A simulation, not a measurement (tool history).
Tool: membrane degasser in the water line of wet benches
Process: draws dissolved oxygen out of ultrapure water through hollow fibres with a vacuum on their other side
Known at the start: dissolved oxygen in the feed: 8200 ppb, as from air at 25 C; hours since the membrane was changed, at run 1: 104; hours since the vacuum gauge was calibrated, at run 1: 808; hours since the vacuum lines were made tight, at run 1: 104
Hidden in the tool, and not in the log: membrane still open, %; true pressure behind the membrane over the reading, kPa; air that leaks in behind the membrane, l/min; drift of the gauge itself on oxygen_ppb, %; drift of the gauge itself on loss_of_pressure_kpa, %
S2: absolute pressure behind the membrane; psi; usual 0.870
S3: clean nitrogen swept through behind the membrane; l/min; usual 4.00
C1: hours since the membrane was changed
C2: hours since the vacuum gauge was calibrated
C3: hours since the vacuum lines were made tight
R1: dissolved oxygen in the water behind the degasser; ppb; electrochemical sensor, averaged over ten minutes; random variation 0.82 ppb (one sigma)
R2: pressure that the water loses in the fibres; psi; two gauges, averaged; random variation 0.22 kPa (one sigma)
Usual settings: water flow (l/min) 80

Run 1, day 0.000: usual settings; C1 104; C2 808; C3 104. Result: R1 127.5 ppb, R2 7.928 psi.
Run 2, day 6.112: usual settings but S2 0.837 psi; C1 250; C2 954; C3 250. Result: R1 119.7 ppb, R2 7.970 psi.
Run 3, day 12.200: usual settings but S2 0.837 psi; C1 397; C2 1100; C3 397. Result: R1 118.9 ppb, R2 7.979 psi.
Run 4, day 18.004: usual settings but S2 0.674 psi; C1 536; C2 1240; C3 536. Result: R1 70.5 ppb, R2 8.009 psi.
Run 5, day 22.758: usual settings but S2 0.674 psi; C1 650; C2 1354; C3 650. Result: R1 70.8 ppb, R2 7.999 psi.
Run 6, day 26.650: usual settings but S2 0.674 psi; C1 743; C2 1447; C3 743. Result: R1 70.8 ppb, R2 8.071 psi.
Run 7, day 31.250: usual settings but water flow (l/min) 110; C1 854; C2 1558; C3 854. Result: R1 180.0 ppb, R2 10.991 psi.
Run 8, day 34.975: usual settings but water flow (l/min) 110; C1 943; C2 1647; C3 943. Result: R1 182.1 ppb, R2 11.075 psi.
Run 9, day 40.633: usual settings but water flow (l/min) 110; C1 1079; C2 1783; C3 1079. Result: R1 181.9 ppb, R2 11.016 psi.
Run 10, day 43.696: usual settings; C1 1152; C2 1856; C3 1152. Result: R1 130.4 ppb, R2 7.986 psi.
Run 11, day 48.846: usual settings; C1 1276; C2 1980; C3 1276. Result: R1 129.2 ppb, R2 8.089 psi.
Run 12, day 53.892: usual settings; C1 1397; C2 2101; C3 1397. Result: R1 131.1 ppb, R2 8.008 psi.
Run 13, day 59.812: usual settings but S3 1.82 l/min; C1 1539; C2 2243; C3 1539. Result: R1 245.6 ppb, R2 8.080 psi.
Run 14, day 62.492: usual settings but water flow (l/min) 61, S2 1.701 psi, S3 2.55 l/min; C1 1604; C2 2307; C3 1604. Result: R1 436.7 ppb, R2 6.180 psi.
Run 15, day 66.908: usual settings but water flow (l/min) 76, S2 1.701 psi, S3 2.55 l/min; C1 1709; C2 2413; C3 1709. Result: R1 515.6 ppb, R2 7.654 psi.
Run 16, day 72.200: usual settings but water flow (l/min) 76, S2 0.614 psi, S3 2.17 l/min; C1 1837; C2 2540; C3 1837. Result: R1 81.6 ppb, R2 7.726 psi.
Run 17, day 75.842: usual settings but water flow (l/min) 76, S2 0.614 psi, S3 2.17 l/min; C1 1924; C2 2628; C3 1924. Result: R1 82.3 ppb, R2 7.645 psi.
Run 18, day 80.417: usual settings but water flow (l/min) 60; C1 2034; C2 2738; C3 2034. Result: R1 99.6 ppb, R2 6.079 psi.
Run 19, day 85.612: usual settings but water flow (l/min) 60, S2 1.521 psi, S3 1.94 l/min; C1 2158; C2 2862; C3 2158. Result: R1 455.0 ppb, R2 6.089 psi.
Run 20, day 88.521: usual settings but water flow (l/min) 71, S2 0.806 psi, S3 5.29 l/min; C1 2228; C2 2932; C3 2228. Result: R1 79.1 ppb, R2 7.227 psi.

The next listed run, before its measurement:
Run 21, day 94.083: usual settings but water flow (l/min) 57, S2 1.942 psi, S3 6.61 l/min; C1 2362; C2 3066; C3 2362. Result: R1 ?, R2 ?.

R1: 206.4 ppb
R2: 5.774 psi
Without the tool's hidden state the same run would have given R1 204.4 ppb, R2 5.672 psi.
